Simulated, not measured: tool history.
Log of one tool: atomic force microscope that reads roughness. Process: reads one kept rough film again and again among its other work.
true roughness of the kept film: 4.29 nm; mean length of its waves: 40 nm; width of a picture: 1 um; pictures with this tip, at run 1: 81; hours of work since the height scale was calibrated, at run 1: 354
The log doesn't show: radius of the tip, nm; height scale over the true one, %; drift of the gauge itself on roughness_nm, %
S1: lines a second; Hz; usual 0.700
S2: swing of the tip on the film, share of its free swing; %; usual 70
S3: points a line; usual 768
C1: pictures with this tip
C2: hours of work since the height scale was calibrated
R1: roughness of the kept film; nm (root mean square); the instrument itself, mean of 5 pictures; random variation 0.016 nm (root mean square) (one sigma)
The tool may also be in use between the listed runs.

run	hour	S1	S2	S3	C1	C2	R1
1	0.0	0.700	70	768	81	354	3.870
2	11.3	1.564	70	768	93	362	3.732
3	22.0	0.552	70	768	105	369	3.938
4	28.5	0.700	70	768	112	374	3.895
5	41.9	0.700	64	768	126	383	3.963
6	52.6	0.700	70	768	137	390	3.876
7	65.5	0.700	70	768	151	399	3.900
8	74.0	0.700	70	768	160	405	3.871
9	81.2	0.700	70	347	168	410	3.867
10	94.8	0.700	70	347	182	420	3.923
11	108.9	0.700	70	347	197	429	3.893
12	120.5	3.886	70	768	209	437	3.229
13	135.0	3.886	70	768	225	447	3.249
14	149.7	3.886	70	768	240	458	3.263
15	161.5	0.700	70	768	253	466	3.886
16	175.8	0.700	70	768	268	476	3.891
17	182.3	0.700	70	768	275	480	3.887
18	194.5	0.700	70	768	288	489	3.882
19	207.3	0.700	56	696	301	497	3.999
20	221.1	0.700	56	696	316	507	4.002
# hour 235.9: new tip fitted
21	236.1	0.612	82	398	0	517	3.769
22	250.0	3.156	67	768	15	527	3.463
23	258.4	3.156	84	440	24	532	2.839
24	268.0	3.156	67	1017	34	539	3.470
25	279.2	3.156	67	1017	46	547	3.477
26	293.1	0.616	58	1017	61	556	4.007
27	305.9	1.404	62	1001	74	565	3.834
28	318.9	1.404	62	1001	88	574	3.852
29	327.5	0.553	62	654	97	580	3.982
30	333.7	3.427	62	325	104	585	3.546
31	341.8	0.700	76	430	112	590	3.823
32	349.3	0.700	76	430	120	595	3.798
33	359.5	1.025	58	373	131	602	3.935
34	372.6	0.700	70	283	145	611	3.893
35	380.9	0.700	70	283	154	617	3.855

Measured less the same run without the tool's hidden state. The same run-to-run variation is in both; the gauge's scatter may not be:
run	R1
1	-0.005
2	-0.006
3	-0.006
4	-0.007
5	-0.007
6	-0.007
7	-0.008
8	-0.008
9	-0.009
10	-0.009
11	-0.010
12	-0.009
13	-0.010
14	-0.010
15	-0.013
16	-0.013
17	-0.014
18	-0.014
19	-0.015
20	-0.016
21	-0.002
22	-0.003
23	-0.003
24	-0.004
25	-0.004
26	-0.005
27	-0.006
28	-0.006
29	-0.006
30	-0.007
31	-0.007
32	-0.007
33	-0.009
34	-0.008
35	-0.009
